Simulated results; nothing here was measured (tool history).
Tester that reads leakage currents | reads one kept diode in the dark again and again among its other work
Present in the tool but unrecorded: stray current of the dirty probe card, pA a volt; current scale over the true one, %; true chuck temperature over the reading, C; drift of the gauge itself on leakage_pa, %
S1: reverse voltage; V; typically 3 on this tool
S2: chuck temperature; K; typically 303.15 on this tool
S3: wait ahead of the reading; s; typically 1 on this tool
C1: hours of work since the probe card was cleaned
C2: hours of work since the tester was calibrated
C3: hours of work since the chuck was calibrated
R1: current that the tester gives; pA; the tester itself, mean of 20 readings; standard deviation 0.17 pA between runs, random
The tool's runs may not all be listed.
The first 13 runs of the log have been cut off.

{"run": 14, "hour": 1029.3, "S1": 4.36, "S2": 303.15, "S3": 0.68, "C1": 1042, "C2": 631, "C3": 563, "R1": 64.88}
{"run": 15, "hour": 1099.7, "S1": 4.36, "S2": 303.15, "S3": 0.68, "C1": 1074, "C2": 662, "C3": 595, "R1": 65.08}
{"run": 16, "hour": 1160.2, "S1": 3, "S2": 303.15, "S3": 6.08, "C1": 1100, "C2": 689, "C3": 621, "R1": 54.92}
{"run": 17, "hour": 1259.0, "S1": 3, "S2": 303.15, "S3": 6.08, "C1": 1144, "C2": 733, "C3": 665, "R1": 55.18}
{"run": 18, "hour": 1334.0, "S1": 7.7, "S2": 303.15, "S3": 1, "C1": 1178, "C2": 766, "C3": 699, "R1": 80.63}
{"run": 19, "hour": 1428.9, "S1": 7.7, "S2": 303.15, "S3": 0.45, "C1": 1220, "C2": 808, "C3": 741, "R1": 82.91}
{"run": 20, "hour": 1533.9, "S1": 7.7, "S2": 303.15, "S3": 0.45, "C1": 1266, "C2": 855, "C3": 787, "R1": 83.36}
{"run": 21, "hour": 1633.6, "S1": 7.7, "S2": 303.15, "S3": 0.45, "C1": 1311, "C2": 899, "C3": 832, "R1": 82.65}
{"run": 22, "hour": 1710.3, "S1": 8.02, "S2": 325.15, "S3": 8.42, "C1": 1345, "C2": 933, "C3": 866, "R1": 490.87}
{"run": 23, "hour": 1814.8, "S1": 4.06, "S2": 303.15, "S3": 6.45, "C1": 1391, "C2": 980, "C3": 912, "R1": 62.18}
{"run": 24, "hour": 1906.5, "S1": 3, "S2": 331.15, "S3": 8.05, "C1": 1432, "C2": 1020, "C3": 953, "R1": 531.04}
{"run": 25, "hour": 1979.9, "S1": 3, "S2": 331.15, "S3": 8.05, "C1": 1464, "C2": 1053, "C3": 985, "R1": 527.73}
{"run": 26, "hour": 2050.5, "S1": 2.15, "S2": 303.15, "S3": 1.81, "C1": 1496, "C2": 1084, "C3": 1017, "R1": 48.65}
{"run": 27, "hour": 2101.5, "S1": 10.2, "S2": 303.15, "S3": 1, "C1": 1518, "C2": 1107, "C3": 1039, "R1": 90.62}
{"run": 28, "hour": 2171.0, "S1": 2.18, "S2": 294.15, "S3": 1, "C1": 1549, "C2": 1138, "C3": 1070, "R1": 21.99}
{"run": 29, "hour": 2257.5, "S1": 2.18, "S2": 294.15, "S3": 1, "C1": 1587, "C2": 1176, "C3": 1108, "R1": 21.82}
{"run": 30, "hour": 2317.3, "S1": 3, "S2": 300.15, "S3": 2.26, "C1": 1614, "C2": 1203, "C3": 1135, "R1": 42.61}
{"run": 31, "hour": 2430.0, "S1": 17.72, "S2": 295.15, "S3": 7.86, "C1": 1664, "C2": 1253, "C3": 1185, "R1": 53.59}
{"run": 32, "hour": 2513.8, "S1": 8.73, "S2": 312.15, "S3": 2.64, "C1": 1701, "C2": 1290, "C3": 1222, "R1": 180.87}
{"run": 33, "hour": 2573.2, "S1": 8.73, "S2": 312.15, "S3": 2.64, "C1": 1728, "C2": 1316, "C3": 1249, "R1": 180.67}
{"run": 34, "hour": 2681.0, "S1": 8.73, "S2": 312.15, "S3": 2.64, "C1": 1776, "C2": 1364, "C3": 1296, "R1": 181.78}
{"run": 35, "hour": 2785.6, "S1": 15.94, "S2": 306.15, "S3": 0.6, "C1": 1822, "C2": 1411, "C3": 1343, "R1": 141.81}
{"run": 36, "hour": 2843.2, "S1": 1.17, "S2": 296.15, "S3": 7.58, "C1": 1848, "C2": 1436, "C3": 1368, "R1": 20.51}
{"run": 37, "hour": 2933.4, "S1": 4.1, "S2": 312.15, "S3": 1.04, "C1": 1888, "C2": 1476, "C3": 1408, "R1": 135.35}
{"run": 38, "hour": 3037.8, "S1": 4.1, "S2": 312.15, "S3": 1.04, "C1": 1934, "C2": 1523, "C3": 1455, "R1": 135.37}

Each row is a separate what-if for the run after 38, all from the same tool condition, not one after another. Results?
{"run": "A", "hour": 3124.5, "S1": 8.02, "S2": 318.15, "S3": 1.01, "C1": 1972, "C2": 1561, "C3": 1493, "R1": "?"}
{"run": "B", "hour": 3124.5, "S1": 1.56, "S2": 326.15, "S3": 0.34, "C1": 1972, "C2": 1561, "C3": 1493, "R1": "?"}
{"run": "C", "hour": 3124.5, "S1": 7.05, "S2": 303.15, "S3": 1, "C1": 1972, "C2": 1561, "C3": 1493, "R1": "?"}

run=A R1=285.55
run=B R1=284.2
run=C R1=78.32
Without the tool's unlogged condition, the same runs would have read:
run=A R1=285.36
run=B R1=284.02
run=C R1=78.26
